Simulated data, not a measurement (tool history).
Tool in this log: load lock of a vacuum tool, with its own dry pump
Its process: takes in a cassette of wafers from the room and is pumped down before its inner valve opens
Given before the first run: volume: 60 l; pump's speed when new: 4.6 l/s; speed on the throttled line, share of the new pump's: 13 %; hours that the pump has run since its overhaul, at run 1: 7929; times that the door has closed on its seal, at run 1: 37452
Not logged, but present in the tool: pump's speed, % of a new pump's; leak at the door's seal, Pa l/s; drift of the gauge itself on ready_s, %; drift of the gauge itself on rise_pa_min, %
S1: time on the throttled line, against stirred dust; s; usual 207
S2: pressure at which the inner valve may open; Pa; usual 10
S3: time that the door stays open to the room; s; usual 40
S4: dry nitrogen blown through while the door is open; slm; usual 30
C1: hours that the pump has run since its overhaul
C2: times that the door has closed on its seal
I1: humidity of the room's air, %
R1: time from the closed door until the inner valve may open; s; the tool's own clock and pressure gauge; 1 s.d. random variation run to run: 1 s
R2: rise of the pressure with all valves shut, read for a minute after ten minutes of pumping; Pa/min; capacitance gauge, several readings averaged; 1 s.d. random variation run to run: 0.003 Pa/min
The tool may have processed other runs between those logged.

{"run": 1, "hour": 0.0, "S1": 207, "S2": 10, "S3": 40, "S4": 30, "C1": 7929, "C2": 37452, "I1": 45.8, "R1": 306.7, "R2": 0.108}
{"run": 2, "hour": 312.7, "S1": 207, "S2": 10, "S3": 91, "S4": 30, "C1": 8241, "C2": 38929, "I1": 42.5, "R1": 309.2, "R2": 0.114}
{"run": 3, "hour": 574.4, "S1": 207, "S2": 10, "S3": 136, "S4": 30, "C1": 8503, "C2": 40165, "I1": 45.8, "R1": 307.8, "R2": 0.134}
{"run": 4, "hour": 963.0, "S1": 207, "S2": 10, "S3": 136, "S4": 30, "C1": 8892, "C2": 42001, "I1": 45.4, "R1": 311.2, "R2": 0.135}
{"run": 5, "hour": 1263.5, "S1": 207, "S2": 10, "S3": 136, "S4": 30, "C1": 9192, "C2": 43420, "I1": 45.7, "R1": 306.9, "R2": 0.144}
{"run": 6, "hour": 1590.9, "S1": 207, "S2": 10, "S3": 136, "S4": 30, "C1": 9519, "C2": 44967, "I1": 47.5, "R1": 310.8, "R2": 0.144}
{"run": 7, "hour": 1842.6, "S1": 207, "S2": 10, "S3": 136, "S4": 30, "C1": 9771, "C2": 46156, "I1": 44.5, "R1": 308.7, "R2": 0.152}
{"run": 8, "hour": 2238.2, "S1": 207, "S2": 18, "S3": 40, "S4": 30, "C1": 10167, "C2": 48025, "I1": 43.6, "R1": 302.6, "R2": 0.13}
{"run": 9, "hour": 2417.1, "S1": 207, "S2": 18, "S3": 40, "S4": 30, "C1": 10346, "C2": 48870, "I1": 40.8, "R1": 303.4, "R2": 0.133}
{"run": 10, "hour": 2635.9, "S1": 207, "S2": 9, "S3": 40, "S4": 30, "C1": 10564, "C2": 49903, "I1": 49.2, "R1": 313.2, "R2": 0.149}
{"run": 11, "hour": 2839.5, "S1": 329, "S2": 9, "S3": 40, "S4": 30, "C1": 10768, "C2": 50865, "I1": 44.3, "R1": 418.4, "R2": 0.149}
{"run": 12, "hour": 3101.2, "S1": 329, "S2": 9, "S3": 40, "S4": 30, "C1": 11030, "C2": 52101, "I1": 44.9, "R1": 419.5, "R2": 0.154}
{"run": 13, "hour": 3453.7, "S1": 329, "S2": 9, "S3": 40, "S4": 30, "C1": 11382, "C2": 53767, "I1": 46.3, "R1": 418.3, "R2": 0.155}
{"run": 14, "hour": 3810.2, "S1": 378, "S2": 10, "S3": 40, "S4": 30, "C1": 11739, "C2": 55450, "I1": 44.8, "R1": 459.6, "R2": 0.169}
{"run": 15, "hour": 4024.0, "S1": 378, "S2": 10, "S3": 40, "S4": 30, "C1": 11953, "C2": 56460, "I1": 41.5, "R1": 458.5, "R2": 0.165}
{"run": 16, "hour": 4408.5, "S1": 378, "S2": 10, "S3": 40, "S4": 30, "C1": 12337, "C2": 58277, "I1": 45, "R1": 459.1, "R2": 0.179}
{"run": 17, "hour": 4609.1, "S1": 207, "S2": 10, "S3": 40, "S4": 30, "C1": 12538, "C2": 59224, "I1": 47.5, "R1": 310.9, "R2": 0.19}
{"run": 18, "hour": 4846.1, "S1": 207, "S2": 10, "S3": 40, "S4": 30, "C1": 12775, "C2": 60344, "I1": 50.1, "R1": 313.2, "R2": 0.191}
{"run": 19, "hour": 5256.3, "S1": 207, "S2": 8, "S3": 40, "S4": 30, "C1": 13185, "C2": 62281, "I1": 45, "R1": 317.6, "R2": 0.198}
{"run": 20, "hour": 5619.3, "S1": 207, "S2": 8, "S3": 40, "S4": 30, "C1": 13548, "C2": 63996, "I1": 44.9, "R1": 317.1, "R2": 0.201}
{"run": 21, "hour": 5796.7, "S1": 207, "S2": 8, "S3": 40, "S4": 44, "C1": 13725, "C2": 64834, "I1": 44.5, "R1": 317.9, "R2": 0.206}
{"run": 22, "hour": 6083.2, "S1": 207, "S2": 8, "S3": 40, "S4": 44, "C1": 14012, "C2": 66188, "I1": 47.6, "R1": 317.6, "R2": 0.22}
{"run": 23, "hour": 6444.6, "S1": 207, "S2": 10, "S3": 40, "S4": 7, "C1": 14373, "C2": 67894, "I1": 47.5, "R1": 314.9, "R2": 0.245}
{"run": 24, "hour": 6753.6, "S1": 207, "S2": 10, "S3": 64, "S4": 10, "C1": 14682, "C2": 69354, "I1": 44.9, "R1": 313.2, "R2": 0.256}
{"run": 25, "hour": 7075.7, "S1": 241, "S2": 17, "S3": 64, "S4": 10, "C1": 15004, "C2": 70876, "I1": 46.5, "R1": 335.1, "R2": 0.264}
{"run": 26, "hour": 7246.5, "S1": 166, "S2": 9, "S3": 64, "S4": 10, "C1": 15175, "C2": 71682, "I1": 46.3, "R1": 281.6, "R2": 0.27}
{"hour": 7332.2, "done": "door's seal changed, seat wiped"}
{"run": 27, "hour": 7428.3, "S1": 149, "S2": 9, "S3": 125, "S4": 5, "C1": 15355, "C2": 454, "I1": 46.9, "R1": 267.4, "R2": 0.084}
{"run": 28, "hour": 7751.2, "S1": 104, "S2": 9, "S3": 133, "S4": 35, "C1": 15678, "C2": 1980, "I1": 44.6, "R1": 230.5, "R2": 0.045}
{"run": 29, "hour": 8095.0, "S1": 194, "S2": 8, "S3": 133, "S4": 16, "C1": 16022, "C2": 3603, "I1": 49.7, "R1": 309.3, "R2": 0.073}
{"run": 30, "hour": 8344.4, "S1": 132, "S2": 10, "S3": 40, "S4": 12, "C1": 16271, "C2": 4782, "I1": 44.4, "R1": 251.4, "R2": 0.039}
{"run": 31, "hour": 8565.1, "S1": 207, "S2": 10, "S3": 125, "S4": 30, "C1": 16492, "C2": 5824, "I1": 45.3, "R1": 316.9, "R2": 0.052}
{"run": 32, "hour": 8884.6, "S1": 207, "S2": 10, "S3": 51, "S4": 30, "C1": 16812, "C2": 7333, "I1": 43, "R1": 316.4, "R2": 0.036}
{"run": 33, "hour": 9105.4, "S1": 120, "S2": 10, "S3": 85, "S4": 30, "C1": 17032, "C2": 8377, "I1": 46.8, "R1": 241, "R2": 0.041}
{"run": 34, "hour": 9488.4, "S1": 207, "S2": 17, "S3": 122, "S4": 30, "C1": 17415, "C2": 10185, "I1": 44.2, "R1": 308.4, "R2": 0.058}
{"run": 35, "hour": 9668.8, "S1": 207, "S2": 9, "S3": 182, "S4": 30, "C1": 17596, "C2": 11038, "I1": 46, "R1": 320.4, "R2": 0.067}
{"run": 36, "hour": 10003.2, "S1": 207, "S2": 9, "S3": 59, "S4": 11, "C1": 17930, "C2": 12618, "I1": 42.9, "R1": 319.5, "R2": 0.06}
{"run": 37, "hour": 10350.5, "S1": 207, "S2": 9, "S3": 87, "S4": 11, "C1": 18278, "C2": 14258, "I1": 44, "R1": 320.3, "R2": 0.079}
{"run": 38, "hour": 10627.1, "S1": 207, "S2": 9, "S3": 36, "S4": 4, "C1": 18554, "C2": 15565, "I1": 47.8, "R1": 319.4, "R2": 0.067}

Difference, measured minus no-hidden-state, one row per run. Run-to-run variation is common to both terms; the gauge's own scatter need not be:
run=1 R1=+5.6 R2=+0.072
run=2 R1=+5.9 R2=+0.077
run=3 R1=+6.1 R2=+0.083
run=4 R1=+6.4 R2=+0.086
run=5 R1=+6.6 R2=+0.093
run=6 R1=+6.9 R2=+0.096
run=7 R1=+7.1 R2=+0.103
run=8 R1=+6.6 R2=+0.108
run=9 R1=+6.7 R2=+0.112
run=10 R1=+7.9 R2=+0.119
run=11 R1=+6.9 R2=+0.122
run=12 R1=+7.1 R2=+0.127
run=13 R1=+7.3 R2=+0.131
run=14 R1=+6.6 R2=+0.141
run=15 R1=+6.8 R2=+0.144
run=16 R1=+7 R2=+0.154
run=17 R1=+9.5 R2=+0.158
run=18 R1=+9.7 R2=+0.163
run=19 R1=+10.4 R2=+0.171
run=20 R1=+10.7 R2=+0.179
run=21 R1=+10.9 R2=+0.185
run=22 R1=+11.1 R2=+0.194
run=23 R1=+11.1 R2=+0.199
run=24 R1=+11.3 R2=+0.21
run=25 R1=+9.9 R2=+0.215
run=26 R1=+12.6 R2=+0.222
run=27 R1=+13 R2=+0
run=28 R1=+14.2 R2=+0.002
run=29 R1=+13.2 R2=+0.003
run=30 R1=+13.7 R2=+0.005
run=31 R1=+13 R2=+0.006
run=32 R1=+13.3 R2=+0.008
run=33 R1=+14.9 R2=+0.01
run=34 R1=+12.7 R2=+0.012
run=35 R1=+14.3 R2=+0.014
run=36 R1=+14.5 R2=+0.016
run=37 R1=+14.8 R2=+0.019
run=38 R1=+15 R2=+0.02
